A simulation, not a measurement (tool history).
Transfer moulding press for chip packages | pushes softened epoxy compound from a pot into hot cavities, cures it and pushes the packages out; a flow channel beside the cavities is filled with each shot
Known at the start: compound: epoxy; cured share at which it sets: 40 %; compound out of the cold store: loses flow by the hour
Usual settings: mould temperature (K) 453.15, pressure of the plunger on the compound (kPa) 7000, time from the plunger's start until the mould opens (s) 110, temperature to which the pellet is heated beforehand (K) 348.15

| run | day | mould temperature (K) | pressure of the plunger on the compound (kPa) | time from the plunger's start until the mould opens (s) | temperature to which the pellet is heated beforehand (K) | incoming compound's hours out of the cold store | length that the compound runs in the flow channel (mm) | greatest force on the pins that push the packages out (N) |
|---|---|---|---|---|---|---|---|---|
| 1 | 0.000 | 453.15 | 7000 | 110 | 348.15 | 21.4 | 475 | 654 |
|  | 1.554 | cavities cleaned with cleaning compound and waxed |
| 2 | 1.917 | 453.15 | 7000 | 110 | 348.15 | 45.6 | 426 | 465 |
|  | 2.571 | mould's thermocouples calibrated |
| 3 | 3.246 | 453.15 | 7000 | 110 | 348.15 | 40.9 | 437 | 585 |
| 4 | 4.600 | 453.15 | 7000 | 110 | 348.15 | 31.7 | 449 | 638 |
| 5 | 5.479 | 453.15 | 7000 | 110 | 348.15 | 43.7 | 425 | 664 |
|  | 6.629 | cavities cleaned with cleaning compound and waxed |
| 6 | 6.721 | 453.15 | 7000 | 110 | 348.15 | 41.3 | 426 | 438 |
|  | 8.754 | plunger's sealing rings changed |
| 7 | 8.854 | 453.15 | 7000 | 110 | 340.15 | 27.3 | 500 | 603 |
|  | 10.571 | mould's thermocouples calibrated, once more |
| 8 | 10.775 | 453.15 | 7000 | 110 | 340.15 | 35.6 | 481 | 659 |
|  | 11.796 | cavities cleaned with cleaning compound and waxed |
| 9 | 12.242 | 453.15 | 7000 | 110 | 340.15 | 34.8 | 480 | 449 |
| 10 | 14.108 | 461.15 | 7000 | 110 | 348.15 | 41.7 | 447 | 537 |
| 11 | 15.696 | 453.15 | 7000 | 126 | 348.15 | 38.1 | 464 | 612 |
|  | 16.762 | cavities cleaned with cleaning compound and waxed |
| 12 | 17.679 | 453.15 | 7000 | 126 | 348.15 | 14.9 | 511 | 485 |
| 13 | 19.100 | 453.15 | 6100 | 126 | 348.15 | 30.5 | 444 | 558 |
| 14 | 20.496 | 453.15 | 7000 | 104 | 348.15 | 45.4 | 442 | 678 |
| 15 | 21.392 | 453.15 | 6140 | 110 | 348.15 | 16.9 | 466 | 645 |
|  | 21.758 | cavities cleaned with cleaning compound and waxed |
| 16 | 22.912 | 452.15 | 6690 | 128 | 342.15 | 10.3 | 496 | 510 |
| 17 | 24.579 | 452.15 | 6690 | 128 | 342.15 | 37.9 | 437 | 558 |
| 18 | 26.038 | 452.15 | 6690 | 128 | 343.15 | 19.7 | 469 | 618 |
|  | 26.654 | cavities cleaned with cleaning compound and waxed |
| 19 | 27.808 | 459.15 | 6400 | 92 | 340.15 | 38.1 | 408 | 555 |
| 20 | 29.721 | 455.15 | 7000 | 91 | 351.15 | 35.0 | 437 | 734 |
| 21 | 31.079 | 453.15 | 7000 | 110 | 342.15 | 43.3 | 423 | 671 |
|  | 31.558 | cavities cleaned with cleaning compound and waxed |
| 22 | 32.638 | 453.15 | 7000 | 110 | 342.15 | 34.1 | 432 | 552 |
|  | 34.096 | plunger's sealing rings changed |
| 23 | 34.400 | 453.15 | 7000 | 110 | 342.15 | 9.9 | 543 | 638 |
| 24 | 35.479 | 456.15 | 7000 | 110 | 348.15 | 47.7 | 452 | 609 |
|  | 36.629 | cavities cleaned with cleaning compound and waxed |
| 25 | 36.888 | 456.15 | 7000 | 110 | 348.15 | 17.8 | 501 | 434 |
| 26 | 38.604 | 459.15 | 6720 | 99 | 348.15 | 39.7 | 451 | 558 |
| 27 | 40.471 | 450.15 | 7000 | 110 | 348.15 | 33.4 | 483 | 721 |
|  | 41.562 | cavities cleaned with cleaning compound and waxed |
|  | 41.904 | mould's thermocouples calibrated |
| 28 | 42.600 | 453.15 | 7000 | 110 | 347.15 | 38.4 | 463 | 526 |

3 ways to go on from here, each from the tool as it stands after run 28. What would each give?
| A | 44.558 | 453.15 | 8770 | 92 | 348.15 | 14.6 | ? | ? |
| B | 44.558 | 453.15 | 6620 | 113 | 347.15 | 18.2 | ? | ? |
| C | 44.558 | 455.15 | 7550 | 110 | 352.15 | 38.0 | ? | ? |

| run | length that the compound runs in the flow channel (mm) | greatest force on the pins that push the packages out (N) |
|---|---|---|
| A | 563 | 822 |
| B | 489 | 613 |
| C | 470 | 581 |
Without the tool's hidden state the same runs would have given:
| run | length that the compound runs in the flow channel (mm) | greatest force on the pins that push the packages out (N) |
|---|---|---|
| A | 590 | 539 |
| B | 512 | 401 |
| C | 492 | 380 |

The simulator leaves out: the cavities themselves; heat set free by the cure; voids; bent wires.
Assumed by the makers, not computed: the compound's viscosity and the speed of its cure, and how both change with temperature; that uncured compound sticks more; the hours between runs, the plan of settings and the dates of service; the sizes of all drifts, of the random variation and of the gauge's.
